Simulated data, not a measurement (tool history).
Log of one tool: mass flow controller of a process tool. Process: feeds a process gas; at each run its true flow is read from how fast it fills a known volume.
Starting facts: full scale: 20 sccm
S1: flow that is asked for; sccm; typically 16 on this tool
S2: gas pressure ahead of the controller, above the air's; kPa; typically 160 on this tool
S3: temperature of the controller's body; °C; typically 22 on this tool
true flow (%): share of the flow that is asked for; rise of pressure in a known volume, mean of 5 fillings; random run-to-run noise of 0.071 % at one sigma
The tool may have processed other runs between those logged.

run 1 hour=0 | S1=16 S2=160 S3=22 | true_flow_(%)=99.83
run 2 hour=348 | S1=16 S2=160 S3=22 | true_flow_(%)=99.86
run 3 hour=603 | S1=16 S2=160 S3=22 | true_flow_(%)=99.62
run 4 hour=988.6 | S1=16 S2=160 S3=22 | true_flow_(%)=99.52
run 5 hour=1294.3 | S1=16 S2=160 S3=22 | true_flow_(%)=99.4
run 6 hour=1661.5 | S1=16 S2=160 S3=22 | true_flow_(%)=99.35
run 7 hour=1949.2 | S1=16 S2=160 S3=22 | true_flow_(%)=99.23
run 8 hour=2286.1 | S1=16 S2=160 S3=22 | true_flow_(%)=99.07
run 9 hour=2666.9 | S1=16 S2=160 S3=22 | true_flow_(%)=99.03
run 10 hour=3021.9 | S1=12 S2=261 S3=25 | true_flow_(%)=98.59
run 11 hour=3298.1 | S1=6 S2=146 S3=36 | true_flow_(%)=96.84
run 12 hour=3684 | S1=6 S2=146 S3=36 | true_flow_(%)=96.69
run 13 hour=4047.2 | S1=2 S2=146 S3=21 | true_flow_(%)=97.6
run 14 hour=4256.4 | S1=2 S2=146 S3=21 | true_flow_(%)=97.52
run 15 hour=4486 | S1=12 S2=278 S3=29 | true_flow_(%)=97.83
-- hour=4657.2 controller's zero set anew
run 16 hour=4766.2 | S1=16 S2=160 S3=29 | true_flow_(%)=97.69

For run 17, what comes out?
run 17 hour=5167 | S1=16 S2=160 S3=29 | true_flow_(%)=?

true flow (%): 97.67
On a tool with no hidden condition, and with the same random variation, this run would have come out at true flow (%) 99.29.
